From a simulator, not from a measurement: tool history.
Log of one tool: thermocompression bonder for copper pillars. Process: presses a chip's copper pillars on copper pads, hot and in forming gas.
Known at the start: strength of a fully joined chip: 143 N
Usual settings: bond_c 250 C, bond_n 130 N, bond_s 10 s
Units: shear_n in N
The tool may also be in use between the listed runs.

run,hour,bond_c,bond_n,bond_s,shear_n
1,0,250,130,10,86.2
2,13.4,250,130,10,86.2
3,22.2,250,130,10,85.3
4,33.8,250,130,10,86.2
5,51.1,250,130,10,84.3
6,59.3,250,130,8,79.9
7,73.6,250,130,8,79.2
8,92.7,250,130,8,81
9,102.9,250,130,10,84.6
10,115.2,250,130,10,85.8
11,124,250,93,10,71.6
12,141.6,250,157,10,92.4
13,152,250,157,10,91.5
14,166.6,250,130,10,83.9
15,181.1,250,130,10,84
16,197.1,250,130,10,84.8
17,209.3,250,130,10,82.8
18,220.3,250,130,10,83.5
19,230,250,130,10,82.9
20,245.3,250,130,10,83
21,253.9,229,130,6,56.8
22,266.1,229,130,6,57.5
23,279.8,229,130,6,56.7
24,294.2,242,186,8,82.6
25,305.8,233,161,9,77.4
26,323.5,250,139,10,86.1
27,336.8,262,139,14,105
28,353.8,262,139,14,101.8
29,371.5,262,146,25,113.7
30,388.9,262,146,25,116.2
31,403.4,262,129,7,81.3
32,418.6,262,142,8,88
33,435.9,237,130,10,74.2
34,448.6,237,130,17,85
35,467.3,249,186,16,106.6
36,478.7,249,186,16,103.6
37,490.3,226,185,10,76.9
38,505.8,279,147,28,120.8
39,523.6,229,147,5,55.6
40,540.4,238,147,14,86.5

4 ways to go on from here, each from the tool as it stands after run 40. What would each give?
A,550,251,147,14,?
B,550,275,125,19,?
C,550,250,90,27,?
D,550,260,130,10,?

run,shear_n
A,95.2
B,113.1
C,90.3
D,87.8
Without the tool's hidden state the same runs would have given:
run,shear_n
A,101.8
B,120.7
C,96.6
D,93.8

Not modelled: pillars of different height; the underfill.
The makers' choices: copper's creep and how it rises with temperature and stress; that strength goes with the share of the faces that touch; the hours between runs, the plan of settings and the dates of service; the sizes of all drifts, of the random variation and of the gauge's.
